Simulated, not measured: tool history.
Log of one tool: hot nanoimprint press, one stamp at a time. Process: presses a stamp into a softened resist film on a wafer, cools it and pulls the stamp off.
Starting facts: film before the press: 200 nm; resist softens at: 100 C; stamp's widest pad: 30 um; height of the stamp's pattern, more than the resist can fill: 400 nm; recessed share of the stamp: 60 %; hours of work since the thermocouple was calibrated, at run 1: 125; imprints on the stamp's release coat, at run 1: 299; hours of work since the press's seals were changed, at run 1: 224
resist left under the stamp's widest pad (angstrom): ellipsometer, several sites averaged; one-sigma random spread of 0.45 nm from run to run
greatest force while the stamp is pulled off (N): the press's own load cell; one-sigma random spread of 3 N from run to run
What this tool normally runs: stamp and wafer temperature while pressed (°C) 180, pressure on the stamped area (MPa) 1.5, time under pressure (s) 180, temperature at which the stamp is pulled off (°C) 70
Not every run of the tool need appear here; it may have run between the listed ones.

run,hour,stamp and wafer temperature while pressed (°C),pressure on the stamped area (MPa),time under pressure (s),temperature at which the stamp is pulled off (°C),hours of work since the thermocouple was calibrated,imprints on the stamp's release coat,hours of work since the press's seals were changed,resist left under the stamp's widest pad (angstrom),greatest force while the stamp is pulled off (N)
1,0,180,1.5,180,70,125,299,224,761,222
2,50.6,180,1.5,180,70,163,448,262,754,225
3,96.9,180,1.5,180,70,198,584,296,760,234
4,133.8,180,1.5,180,70,225,693,324,760,236
# hour 168.7: stamp cleaned and given a new release coat
5,171.5,180,1.5,180,70,249,8,347,763,217
6,209.2,181,1.5,180,70,277,118,376,738,226
7,249.4,181,1.5,180,70,307,237,406,734,227
# hour 256.6: plate thermocouple calibrated
8,291.7,181,1.5,180,70,26,352,435,729,219
9,334.2,180,1.5,219,70,58,477,467,709,227
10,390.3,180,1.5,178,70,100,642,509,768,232
11,424.1,180,1.5,178,70,125,741,534,767,241
# hour 444.3: stamp cleaned and given a new release coat
12,492.7,180,1.5,98,70,172,142,581,953,225
13,528.6,180,1.5,98,70,199,248,608,947,221
14,568.9,180,1.99,98,70,229,366,638,836,233
15,632.7,180,1.99,98,70,277,553,685,841,231
16,669.1,180,1.99,98,70,304,660,713,833,241
# hour 680.6: plate thermocouple calibrated
# hour 718.5: stamp cleaned and given a new release coat
17,725,180,1.5,266,70,29,19,748,656,219
18,752.2,177,1.2,106,66,49,99,768,1127,248
19,815.5,177,1.2,106,66,96,285,815,1130,245
20,844.9,177,1.2,247,61,118,372,837,851,283
21,885.4,180,1.5,332,70,149,490,868,610,227
22,923.2,180,2.09,100,70,177,601,896,807,235
23,963.9,180,2.09,100,70,207,721,926,799,229
# hour 989.8: stamp cleaned and given a new release coat
24,1032.1,180,2.09,100,70,254,124,973,817,214
25,1087,187,1.82,353,61,295,285,1014,414,276
# hour 1112.6: plate thermocouple calibrated
26,1156.3,187,1.82,353,61,33,480,1063,416,284
# hour 1202.1: press's hydraulic seals changed and the load cell set to zero
27,1203.8,180,1.02,180,71,62,596,1,924,230
# hour 1270.7: stamp cleaned and given a new release coat
28,1270.7,180,1.02,180,71,108,0,47,923,214
29,1334.9,180,1.43,133,68,156,189,95,855,228
30,1362.3,172,0.93,189,64,176,269,115,1267,258
31,1418.6,172,0.93,189,64,218,435,157,1266,273

Consider 3 possible next runs. They are alternatives, not a sequence: every one starts from the tool as it was left by run 31. What does each give?
A,1448.4,180,0.99,180,65,241,522,180,?,?
B,1448.4,180,1.5,111,70,241,522,180,?,?
C,1448.4,183,0.93,189,64,241,522,180,?,?

run,resist left under the stamp's widest pad (angstrom),greatest force while the stamp is pulled off (N)
A,938,257
B,903,231
C,858,273
What these runs would have given with no unlogged condition in the tool:
run,resist left under the stamp's widest pad (angstrom),greatest force while the stamp is pulled off (N)
A,920,238
B,883,214
C,841,253
